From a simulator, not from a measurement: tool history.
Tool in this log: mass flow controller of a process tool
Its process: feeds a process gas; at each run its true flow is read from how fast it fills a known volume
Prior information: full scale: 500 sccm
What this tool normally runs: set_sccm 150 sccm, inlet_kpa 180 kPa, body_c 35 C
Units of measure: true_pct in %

run      day  set_sccm  inlet_kpa  body_c  true_pct
  1    0.000       150        180      35     99.18
  2   11.738       150        180      35     99.26
  3   26.425       150        180      35     99.30
  4   44.029       150        180      35     99.42
  5   60.446       131        180      35     99.62
  6   69.750       131        180      35     99.81
  7   81.917       131        180      35     99.85
  8   99.062       131        180      35    100.07
  9  110.033        55        149      24    101.29

What will run 10 give?
 10  122.683       150        180      32         ?

Run 10 yielded true_pct 99.77 %.
Take away the tool's hidden state, keep the run-to-run variation as it was, and the same run would have given true_pct 98.86 %.
